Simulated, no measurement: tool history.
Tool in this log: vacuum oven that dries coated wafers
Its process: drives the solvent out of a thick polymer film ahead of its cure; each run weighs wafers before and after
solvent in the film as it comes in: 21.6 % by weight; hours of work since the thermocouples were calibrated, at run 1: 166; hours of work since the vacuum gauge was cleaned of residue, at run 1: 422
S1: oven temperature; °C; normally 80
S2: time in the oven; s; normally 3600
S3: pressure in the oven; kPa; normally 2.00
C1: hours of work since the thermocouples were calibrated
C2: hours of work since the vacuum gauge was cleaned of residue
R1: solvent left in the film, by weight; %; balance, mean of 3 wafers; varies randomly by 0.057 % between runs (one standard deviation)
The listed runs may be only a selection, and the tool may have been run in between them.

run,day,S1,S2,S3,C1,C2,R1
1,0.000,80,3600,2.00,166,422,2.89
2,1.621,80,3600,2.00,187,443,2.97
3,3.312,70,3600,2.00,208,464,5.33
4,4.508,90,3600,2.00,223,479,1.75
5,6.033,90,3600,2.00,242,498,1.80
6,7.246,90,3600,2.00,257,513,1.72
7,8.617,80,3600,4.15,275,531,5.14
8,9.492,80,3600,2.00,286,542,2.96
9,10.946,80,3600,1.68,304,560,2.67
10,12.629,80,3600,1.68,325,581,2.67
11,13.329,80,3600,3.93,334,590,4.83
12,14.617,80,3600,3.93,350,606,4.97
13,15.512,80,3600,3.93,361,617,5.03
14,17.192,80,4500,2.00,382,639,2.62
15,18.233,75,4500,2.00,396,652,3.57
16,19.304,75,4500,2.00,409,665,3.45
17,20.808,80,3060,2.00,428,684,3.54
18,22.238,80,3060,2.00,446,702,3.55
19,23.796,80,3060,2.00,465,722,3.61
20,25.467,86,3600,2.00,486,743,2.16
21,26.546,80,3720,2.00,500,756,3.00
22,27.967,80,3720,2.00,518,774,2.95
23,28.925,80,3720,2.00,530,786,3.08
24,30.075,80,3720,2.00,544,800,3.03
25,31.308,83,2880,2.00,560,816,2.91
26,32.500,83,2580,2.38,575,831,3.76
27,33.671,90,2580,3.94,590,846,3.64
28,34.921,74,3600,1.75,605,861,4.23
29,36.479,80,6420,3.73,625,881,4.35
30,37.333,70,3600,3.14,636,892,7.16
31,38.508,69,4800,3.14,650,906,6.85

Expected results for the next run?
32,39.738,92,4800,2.79,666,922,?

{"run 32": {"R1": 2.08}}
Had the tool carried no hidden state, the very same run would have given R1 1.80 %.
